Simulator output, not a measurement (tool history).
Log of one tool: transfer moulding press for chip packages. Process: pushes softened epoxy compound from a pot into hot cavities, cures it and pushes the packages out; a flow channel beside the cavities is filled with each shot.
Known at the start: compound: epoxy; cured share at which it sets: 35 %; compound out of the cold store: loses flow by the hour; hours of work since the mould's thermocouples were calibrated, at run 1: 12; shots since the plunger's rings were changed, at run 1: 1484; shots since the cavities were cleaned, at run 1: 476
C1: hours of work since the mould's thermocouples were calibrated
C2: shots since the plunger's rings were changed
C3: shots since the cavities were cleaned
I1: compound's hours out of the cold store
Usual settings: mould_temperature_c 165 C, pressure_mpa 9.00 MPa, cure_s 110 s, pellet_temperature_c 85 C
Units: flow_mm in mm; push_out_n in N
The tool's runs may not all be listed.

{"run": 1, "hour": 0.0, "mould_temperature_c": 165, "pressure_mpa": 9.0, "cure_s": 110, "pellet_temperature_c": 85, "C1": 12, "C2": 1484, "C3": 476, "I1": 21.2, "flow_mm": 680, "push_out_n": 288}
{"run": 2, "hour": 7.9, "mould_temperature_c": 165, "pressure_mpa": 9.0, "cure_s": 103, "pellet_temperature_c": 85, "C1": 18, "C2": 1582, "C3": 574, "I1": 24.5, "flow_mm": 675, "push_out_n": 310}
{"run": 3, "hour": 21.9, "mould_temperature_c": 165, "pressure_mpa": 9.0, "cure_s": 103, "pellet_temperature_c": 85, "C1": 27, "C2": 1756, "C3": 748, "I1": 44.1, "flow_mm": 635, "push_out_n": 310}
{"run": 4, "hour": 36.2, "mould_temperature_c": 165, "pressure_mpa": 9.03, "cure_s": 110, "pellet_temperature_c": 85, "C1": 37, "C2": 1934, "C3": 926, "I1": 25.8, "flow_mm": 673, "push_out_n": 279}
{"run": 5, "hour": 49.3, "mould_temperature_c": 169, "pressure_mpa": 9.0, "cure_s": 110, "pellet_temperature_c": 85, "C1": 46, "C2": 2098, "C3": 1090, "I1": 32.7, "flow_mm": 646, "push_out_n": 237}
{"hour": 56.1, "done": "cavities cleaned with cleaning compound and waxed"}
{"run": 6, "hour": 61.7, "mould_temperature_c": 169, "pressure_mpa": 9.0, "cure_s": 110, "pellet_temperature_c": 85, "C1": 53, "C2": 2233, "C3": 70, "I1": 42.5, "flow_mm": 630, "push_out_n": 240}
{"run": 7, "hour": 73.7, "mould_temperature_c": 169, "pressure_mpa": 7.07, "cure_s": 110, "pellet_temperature_c": 85, "C1": 61, "C2": 2382, "C3": 219, "I1": 24.8, "flow_mm": 587, "push_out_n": 243}
{"run": 8, "hour": 84.1, "mould_temperature_c": 165, "pressure_mpa": 9.0, "cure_s": 91, "pellet_temperature_c": 85, "C1": 69, "C2": 2511, "C3": 348, "I1": 14.6, "flow_mm": 695, "push_out_n": 402}
{"run": 9, "hour": 93.2, "mould_temperature_c": 165, "pressure_mpa": 9.0, "cure_s": 91, "pellet_temperature_c": 85, "C1": 75, "C2": 2625, "C3": 462, "I1": 18.3, "flow_mm": 690, "push_out_n": 404}
{"run": 10, "hour": 105.7, "mould_temperature_c": 165, "pressure_mpa": 9.0, "cure_s": 91, "pellet_temperature_c": 85, "C1": 83, "C2": 2780, "C3": 617, "I1": 18.1, "flow_mm": 687, "push_out_n": 407}
{"run": 11, "hour": 113.7, "mould_temperature_c": 165, "pressure_mpa": 9.0, "cure_s": 91, "pellet_temperature_c": 85, "C1": 89, "C2": 2880, "C3": 717, "I1": 8.8, "flow_mm": 709, "push_out_n": 419}
{"run": 12, "hour": 121.8, "mould_temperature_c": 165, "pressure_mpa": 9.0, "cure_s": 130, "pellet_temperature_c": 85, "C1": 94, "C2": 2981, "C3": 818, "I1": 32.9, "flow_mm": 657, "push_out_n": 239}
{"run": 13, "hour": 136.7, "mould_temperature_c": 165, "pressure_mpa": 9.0, "cure_s": 130, "pellet_temperature_c": 85, "C1": 104, "C2": 3166, "C3": 1003, "I1": 21.9, "flow_mm": 676, "push_out_n": 228}
{"hour": 151.0, "done": "cavities cleaned with cleaning compound and waxed"}
{"run": 14, "hour": 152.5, "mould_temperature_c": 165, "pressure_mpa": 7.83, "cure_s": 110, "pellet_temperature_c": 85, "C1": 114, "C2": 3343, "C3": 18, "I1": 25.0, "flow_mm": 630, "push_out_n": 267}
{"run": 15, "hour": 159.4, "mould_temperature_c": 165, "pressure_mpa": 9.0, "cure_s": 134, "pellet_temperature_c": 85, "C1": 119, "C2": 3429, "C3": 104, "I1": 41.6, "flow_mm": 639, "push_out_n": 227}
{"run": 16, "hour": 168.2, "mould_temperature_c": 165, "pressure_mpa": 9.0, "cure_s": 134, "pellet_temperature_c": 85, "C1": 125, "C2": 3539, "C3": 214, "I1": 29.0, "flow_mm": 667, "push_out_n": 224}
{"run": 17, "hour": 179.4, "mould_temperature_c": 165, "pressure_mpa": 9.0, "cure_s": 134, "pellet_temperature_c": 85, "C1": 132, "C2": 3679, "C3": 354, "I1": 40.0, "flow_mm": 645, "push_out_n": 230}
{"run": 18, "hour": 188.3, "mould_temperature_c": 165, "pressure_mpa": 9.0, "cure_s": 134, "pellet_temperature_c": 85, "C1": 138, "C2": 3789, "C3": 464, "I1": 26.7, "flow_mm": 669, "push_out_n": 217}
{"run": 19, "hour": 194.8, "mould_temperature_c": 165, "pressure_mpa": 9.0, "cure_s": 134, "pellet_temperature_c": 85, "C1": 143, "C2": 3870, "C3": 545, "I1": 12.8, "flow_mm": 699, "push_out_n": 234}
{"run": 20, "hour": 201.5, "mould_temperature_c": 165, "pressure_mpa": 9.12, "cure_s": 110, "pellet_temperature_c": 85, "C1": 147, "C2": 3953, "C3": 628, "I1": 10.8, "flow_mm": 707, "push_out_n": 289}
{"run": 21, "hour": 215.9, "mould_temperature_c": 165, "pressure_mpa": 9.12, "cure_s": 110, "pellet_temperature_c": 85, "C1": 157, "C2": 4132, "C3": 807, "I1": 20.4, "flow_mm": 687, "push_out_n": 281}
{"run": 22, "hour": 227.5, "mould_temperature_c": 169, "pressure_mpa": 9.12, "cure_s": 108, "pellet_temperature_c": 85, "C1": 165, "C2": 4277, "C3": 952, "I1": 38.8, "flow_mm": 638, "push_out_n": 232}
{"run": 23, "hour": 236.3, "mould_temperature_c": 169, "pressure_mpa": 9.12, "cure_s": 108, "pellet_temperature_c": 85, "C1": 171, "C2": 4386, "C3": 1061, "I1": 11.1, "flow_mm": 696, "push_out_n": 235}
{"run": 24, "hour": 243.4, "mould_temperature_c": 159, "pressure_mpa": 9.12, "cure_s": 108, "pellet_temperature_c": 78, "C1": 176, "C2": 4474, "C3": 1149, "I1": 41.5, "flow_mm": 661, "push_out_n": 417}
{"hour": 245.5, "done": "cavities cleaned with cleaning compound and waxed"}
{"run": 25, "hour": 259.0, "mould_temperature_c": 165, "pressure_mpa": 9.12, "cure_s": 108, "pellet_temperature_c": 89, "C1": 186, "C2": 4650, "C3": 168, "I1": 26.9, "flow_mm": 674, "push_out_n": 293}
{"run": 26, "hour": 268.3, "mould_temperature_c": 165, "pressure_mpa": 9.12, "cure_s": 108, "pellet_temperature_c": 89, "C1": 192, "C2": 4765, "C3": 283, "I1": 20.4, "flow_mm": 687, "push_out_n": 291}
{"run": 27, "hour": 282.9, "mould_temperature_c": 165, "pressure_mpa": 7.44, "cure_s": 108, "pellet_temperature_c": 89, "C1": 202, "C2": 4947, "C3": 465, "I1": 17.4, "flow_mm": 625, "push_out_n": 295}
{"run": 28, "hour": 296.4, "mould_temperature_c": 164, "pressure_mpa": 9.55, "cure_s": 131, "pellet_temperature_c": 92, "C1": 211, "C2": 5116, "C3": 634, "I1": 22.4, "flow_mm": 701, "push_out_n": 233}
{"run": 29, "hour": 306.4, "mould_temperature_c": 164, "pressure_mpa": 9.55, "cure_s": 131, "pellet_temperature_c": 92, "C1": 218, "C2": 5239, "C3": 757, "I1": 26.0, "flow_mm": 695, "push_out_n": 243}

4 ways to go on from here, each from the tool as it stands after run 29. What would each give?
{"hour": 313.7, "done": "plunger's sealing rings changed"}
{"run": "A", "hour": 320.8, "mould_temperature_c": 164, "pressure_mpa": 9.55, "cure_s": 141, "pellet_temperature_c": 92, "C1": 226, "C2": 88, "C3": 905, "I1": 36.5, "flow_mm": "?", "push_out_n": "?"}
{"hour": 313.7, "done": "plunger's sealing rings changed"}
{"run": "B", "hour": 320.8, "mould_temperature_c": 164, "pressure_mpa": 9.55, "cure_s": 131, "pellet_temperature_c": 78, "C1": 226, "C2": 88, "C3": 905, "I1": 44.0, "flow_mm": "?", "push_out_n": "?"}
{"hour": 313.7, "done": "plunger's sealing rings changed"}
{"run": "C", "hour": 320.8, "mould_temperature_c": 165, "pressure_mpa": 8.55, "cure_s": 110, "pellet_temperature_c": 85, "C1": 226, "C2": 88, "C3": 905, "I1": 33.8, "flow_mm": "?", "push_out_n": "?"}
{"hour": 313.7, "done": "plunger's sealing rings changed"}
{"run": "D", "hour": 320.8, "mould_temperature_c": 164, "pressure_mpa": 10.12, "cure_s": 91, "pellet_temperature_c": 92, "C1": 226, "C2": 88, "C3": 905, "I1": 10.3, "flow_mm": "?", "push_out_n": "?"}

run=A flow_mm=673 push_out_n=229
run=B flow_mm=660 push_out_n=241
run=C flow_mm=640 push_out_n=272
run=D flow_mm=751 push_out_n=443
Without the tool's hidden state the same runs would have given:
run=A flow_mm=673 push_out_n=227
run=B flow_mm=660 push_out_n=239
run=C flow_mm=640 push_out_n=270
run=D flow_mm=751 push_out_n=440
